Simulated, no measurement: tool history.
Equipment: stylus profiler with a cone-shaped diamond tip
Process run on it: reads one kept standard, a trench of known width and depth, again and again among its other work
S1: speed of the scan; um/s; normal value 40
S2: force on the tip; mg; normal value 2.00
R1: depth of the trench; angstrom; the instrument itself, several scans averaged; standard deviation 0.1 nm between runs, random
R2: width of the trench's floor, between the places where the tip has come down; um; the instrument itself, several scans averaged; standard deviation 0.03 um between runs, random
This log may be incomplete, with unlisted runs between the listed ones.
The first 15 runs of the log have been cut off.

Run 16, hour 1268.4: usual settings but S1 33 um/s. Result: R1 1014.5 angstrom, R2 17.86 um.
Run 17, hour 1353.7: usual settings. Result: R1 1014.6 angstrom, R2 17.83 um.
Run 18, hour 1433.0: usual settings. Result: R1 1016.4 angstrom, R2 17.83 um.
Run 19, hour 1534.3: usual settings but S2 1.71 mg. Result: R1 1014.3 angstrom, R2 17.76 um.
At hour 1610.9: height scale calibrated on a step standard, once more.
Run 20, hour 1650.1: usual settings but S2 1.71 mg. Result: R1 1003.8 angstrom, R2 17.72 um.
Run 21, hour 1777.9: usual settings but S2 1.71 mg. Result: R1 1005.9 angstrom, R2 17.72 um.
Run 22, hour 1905.2: usual settings but S2 1.09 mg. Result: R1 1004.5 angstrom, R2 17.68 um.
Run 23, hour 1998.1: usual settings but S2 5.04 mg. Result: R1 1010.1 angstrom, R2 17.73 um.
Run 24, hour 2092.3: usual settings but S2 5.04 mg. Result: R1 1010.7 angstrom, R2 17.78 um.
Run 25, hour 2206.7: usual settings but S2 1.91 mg. Result: R1 1007.8 angstrom, R2 17.68 um.
Run 26, hour 2331.5: usual settings but S1 111 um/s, S2 0.71 mg. Result: R1 1005.0 angstrom, R2 17.15 um.
Run 27, hour 2459.7: usual settings but S1 111 um/s, S2 0.71 mg. Result: R1 1002.9 angstrom, R2 17.11 um.
Run 28, hour 2545.2: usual settings but S2 0.68 mg. Result: R1 1006.6 angstrom, R2 17.40 um.
Run 29, hour 2610.1: usual settings but S1 71 um/s, S2 2.46 mg. Result: R1 1008.7 angstrom, R2 17.47 um.
Run 30, hour 2726.7: usual settings but S1 114 um/s. Result: R1 1008.9 angstrom, R2 17.29 um.
Run 31, hour 2855.9: usual settings but S1 15 um/s, S2 2.02 mg. Result: R1 1008.8 angstrom, R2 17.55 um.
At hour 2888.7: new tip fitted, height scale calibrated.
Run 32, hour 2954.3: usual settings but S1 72 um/s, S2 0.75 mg. Result: R1 1002.2 angstrom, R2 18.14 um.
Run 33, hour 3080.4: usual settings but S1 104 um/s, S2 0.72 mg. Result: R1 1002.7 angstrom, R2 17.92 um.
Run 34, hour 3153.6: usual settings but S1 114 um/s, S2 1.12 mg. Result: R1 1004.1 angstrom, R2 18.00 um.
Run 35, hour 3279.3: usual settings but S1 45 um/s, S2 5.48 mg. Result: R1 1011.7 angstrom, R2 18.33 um.
Run 36, hour 3343.6: usual settings but S1 45 um/s, S2 5.48 mg. Result: R1 1011.6 angstrom, R2 18.39 um.
Run 37, hour 3416.7: usual settings but S1 45 um/s, S2 5.48 mg. Result: R1 1010.4 angstrom, R2 18.33 um.

Estimate the outcome of run 38 from the log above:
Run 38, hour 3538.4: usual settings but S1 45 um/s, S2 5.48 mg. Result: R1 ?, R2 ?.

{"run 38": {"R1": 1011.6, "R2": 18.33}}
On a tool with no hidden condition, and with the same random variation, this run would have come out at R1 1010.0 angstrom, R2 18.54 um.
